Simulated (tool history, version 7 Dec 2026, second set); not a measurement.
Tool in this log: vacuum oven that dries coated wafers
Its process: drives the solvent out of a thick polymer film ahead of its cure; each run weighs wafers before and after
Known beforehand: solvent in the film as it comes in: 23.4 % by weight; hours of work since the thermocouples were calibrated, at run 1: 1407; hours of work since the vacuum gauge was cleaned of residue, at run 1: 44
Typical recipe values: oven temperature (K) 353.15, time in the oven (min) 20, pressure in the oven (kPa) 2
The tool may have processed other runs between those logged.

run   hour  oven temperature (K)  time in the oven (min)  pressure in the oven (kPa)  hours of work since the thermocouples were calibrated  hours of work since the vacuum gauge was cleaned of residue  solvent left in the film (%)
  1      0                353.15                      20                           2                                                   1407                                                           44                          2.41
  2      9                353.15                      21                           2                                                   1412                                                           49                          2.32
  3   23.6                353.15                      20                        1.93                                                   1420                                                           57                          2.32
  4   33.5                353.15                      20                           2                                                   1425                                                           62                           2.4
  5   46.7                353.15                      20                           2                                                   1432                                                           69                           2.4
  6   62.8                353.15                      20                           2                                                   1441                                                           78                           2.4
  7   70.6                353.15                      20                           2                                                   1445                                                           83                           2.4
  8   81.4                353.15                      20                           2                                                   1451                                                           89                           2.4
  9   93.2                353.15                      20                           2                                                   1458                                                           95                          2.39
 10  105.1                353.15                      20                           2                                                   1464                                                          101                           2.4
 11  116.5                353.15                      20                           2                                                   1471                                                          108                           2.4
 12  133.7                353.15                      20                           2                                                   1480                                                          117                          2.41
 13  150.6                353.15                      20                           2                                                   1489                                                          126                           2.4
 14  166.7                353.15                      20                           2                                                   1498                                                          135                          2.38
 15  178.2                353.15                      10                           2                                                   1504                                                          141                          4.98
 16  196.2                353.15                      10                           2                                                   1514                                                          151                          4.98
 17  214.6                353.15                      10                           2                                                   1524                                                          161                          4.97
 18  226.8                353.15                      10                           2                                                   1531                                                          168                          4.97
 19  244.1                353.15                      10                           2                                                   1540                                                          178                          4.95
 20  254.5                353.15                      20                        3.84                                                   1546                                                          183                          4.02
 21  270.8                353.15                      20                        3.84                                                   1555                                                          192                             4
 22    287                353.15                      20                        3.15                                                   1564                                                          201                          3.42
 23  295.7                353.15                      20                        3.15                                                   1569                                                          206                          3.41
 24  306.8                353.15                      20                           2                                                   1575                                                          212                          2.38
     317.2  -- oven's thermocouples calibrated
 25  327.8                353.15                      20                           2                                                      6                                                          222                          3.05
 26  341.2                353.15                      20                           2                                                     13                                                          230                          3.04
     344.3  -- vacuum gauge cleaned of residue and calibrated
 27  356.1                360.15                      12                         4.2                                                     20                                                            6                          4.12
 28  365.9                360.15                      12                        3.38                                                     26                                                           12                          3.53
 29  378.1                355.15                      19                        3.38                                                     32                                                           19                          3.85
     383.7  -- vacuum gauge cleaned of residue and calibrated, once more
 30  398.7                353.15                      15                        6.82                                                     43                                                            8                          8.34
 31  410.7                353.15                      15                        6.82                                                     49                                                           15                          8.33
 32  418.4                342.15                      19                        1.98                                                     54                                                           19                           8.3
 33  430.4                342.15                      31                        2.12                                                     60                                                           26                          5.81
 34  439.2                350.15                      29                        7.21                                                     65                                                           30                          8.54

Run 35 comes next. What will it give?
 35  455.5                361.15                      22                        4.66                                                     74                                                           39                             ?

Run 35 came out at solvent left in the film (%) 3.42.
Without the tool's hidden state the same run would have given solvent left in the film (%) 3.38.
